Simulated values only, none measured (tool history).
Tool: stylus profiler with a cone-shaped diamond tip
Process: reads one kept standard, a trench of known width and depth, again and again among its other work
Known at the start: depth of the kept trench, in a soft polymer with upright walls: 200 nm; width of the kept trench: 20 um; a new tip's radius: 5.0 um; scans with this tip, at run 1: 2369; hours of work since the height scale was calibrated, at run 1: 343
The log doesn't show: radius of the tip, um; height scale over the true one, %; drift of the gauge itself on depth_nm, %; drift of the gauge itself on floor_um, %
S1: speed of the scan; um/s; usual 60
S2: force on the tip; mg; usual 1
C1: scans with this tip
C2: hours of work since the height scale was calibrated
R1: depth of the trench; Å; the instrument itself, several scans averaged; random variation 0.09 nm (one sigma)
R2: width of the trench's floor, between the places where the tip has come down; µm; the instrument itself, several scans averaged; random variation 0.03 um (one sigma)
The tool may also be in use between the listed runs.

Run 1, hour 0: usual settings; C1 2369; C2 343. Result: R1 2009.8 Å, R2 16.69 µm.
Run 2, hour 11.4: usual settings; C1 2412; C2 349. Result: R1 2010.6 Å, R2 16.67 µm.
Run 3, hour 32.8: usual settings; C1 2492; C2 361. Result: R1 2011.2 Å, R2 16.71 µm.
Run 4, hour 54.7: usual settings; C1 2574; C2 373. Result: R1 2011.7 Å, R2 16.76 µm.
Run 5, hour 75.9: usual settings but S1 19 um/s; C1 2654; C2 384. Result: R1 2010.7 Å, R2 17.01 µm.
Run 6, hour 99.6: usual settings but S1 174 um/s; C1 2743; C2 397. Result: R1 2009.4 Å, R2 15.79 µm.
Run 7, hour 123.2: usual settings but S1 174 um/s; C1 2832; C2 410. Result: R1 2009.4 Å, R2 15.8 µm.
Run 8, hour 141.9: usual settings but S1 174 um/s, S2 0.48 mg; C1 2903; C2 420. Result: R1 2004.5 Å, R2 15.22 µm.
Run 9, hour 158.7: usual settings but S1 174 um/s, S2 0.48 mg; C1 2966; C2 429. Result: R1 2006.1 Å, R2 15.21 µm.
Run 10, hour 179.2: usual settings but S2 2.26 mg; C1 3043; C2 440. Result: R1 2017.9 Å, R2 16.88 µm.
Run 11, hour 204.8: usual settings; C1 3139; C2 454. Result: R1 2011.2 Å, R2 16.69 µm.
Run 12, hour 224.9: usual settings but S1 105 um/s; C1 3215; C2 465. Result: R1 2011.7 Å, R2 16.32 µm.
Run 13, hour 243.5: usual settings but S1 105 um/s; C1 3285; C2 475. Result: R1 2011.3 Å, R2 16.39 µm.
Run 14, hour 268.2: usual settings but S1 105 um/s; C1 3378; C2 489. Result: R1 2011.5 Å, R2 16.39 µm.
Run 15, hour 289.8: usual settings but S1 105 um/s, S2 1.29 mg; C1 3459; C2 501. Result: R1 2010.7 Å, R2 16.51 µm.
Run 16, hour 309.4: usual settings but S1 154 um/s, S2 2.13 mg; C1 3533; C2 511. Result: R1 2019.3 Å, R2 16.32 µm.
Run 17, hour 326.5: usual settings but S1 106 um/s, S2 1.31 mg; C1 3597; C2 520. Result: R1 2013.6 Å, R2 16.44 µm.
Run 18, hour 349.3: usual settings but S1 86 um/s, S2 2.49 mg; C1 3683; C2 533. Result: R1 2020.9 Å, R2 16.75 µm.
Run 19, hour 372.9: usual settings but S1 31 um/s, S2 2.26 mg; C1 3772; C2 546. Result: R1 2020.6 Å, R2 17.05 µm.
Run 20, hour 384.6: usual settings but S1 91 um/s, S2 1.9 mg; C1 3816; C2 552. Result: R1 2016.8 Å, R2 16.67 µm.
Run 21, hour 407.1: usual settings but S1 25 um/s, S2 1.08 mg; C1 3900; C2 564. Result: R1 2011.8 Å, R2 17.01 µm.
Run 22, hour 427.3: usual settings but S1 62 um/s, S2 1.45 mg; C1 3977; C2 575. Result: R1 2013.1 Å, R2 16.82 µm.
Run 23, hour 441.1: usual settings but S1 87 um/s, S2 1.19 mg; C1 4028; C2 583. Result: R1 2012 Å, R2 16.54 µm.
Run 24, hour 458.8: usual settings but S1 87 um/s, S2 1.19 mg; C1 4095; C2 593. Result: R1 2011 Å, R2 16.57 µm.
Run 25, hour 475.4: usual settings but S1 69 um/s, S2 1.19 mg; C1 4157; C2 602. Result: R1 2011.6 Å, R2 16.64 µm.
Run 26, hour 500.6: usual settings but S1 120 um/s; C1 4252; C2 615. Result: R1 2011.2 Å, R2 16.25 µm.
Run 27, hour 518: usual settings but S1 120 um/s; C1 4318; C2 625. Result: R1 2011 Å, R2 16.24 µm.

4 ways to go on from here, each from the tool as it stands after run 27. What would each give?
Run A, hour 536.9: usual settings but S1 120 um/s, S2 0.95 mg; C1 4389; C2 635. Result: R1 ?, R2 ?.
Run B, hour 536.9: usual settings but S2 1.59 mg; C1 4389; C2 635. Result: R1 ?, R2 ?.
Run C, hour 536.9: usual settings but S1 31 um/s, S2 1.62 mg; C1 4389; C2 635. Result: R1 ?, R2 ?.
Run D, hour 536.9: usual settings but S1 31 um/s; C1 4389; C2 635. Result: R1 ?, R2 ?.

run      R1     R2
  A  2010.3  16.21
  B  2015.7  16.85
  C  2014.9  16.98
  D    2011  16.97
Without the tool's hidden state the same runs would have given:
run      R1     R2
  A  2010.2  16.21
  B  2015.7  16.85
  C  2014.9  16.98
  D  2010.9  16.97
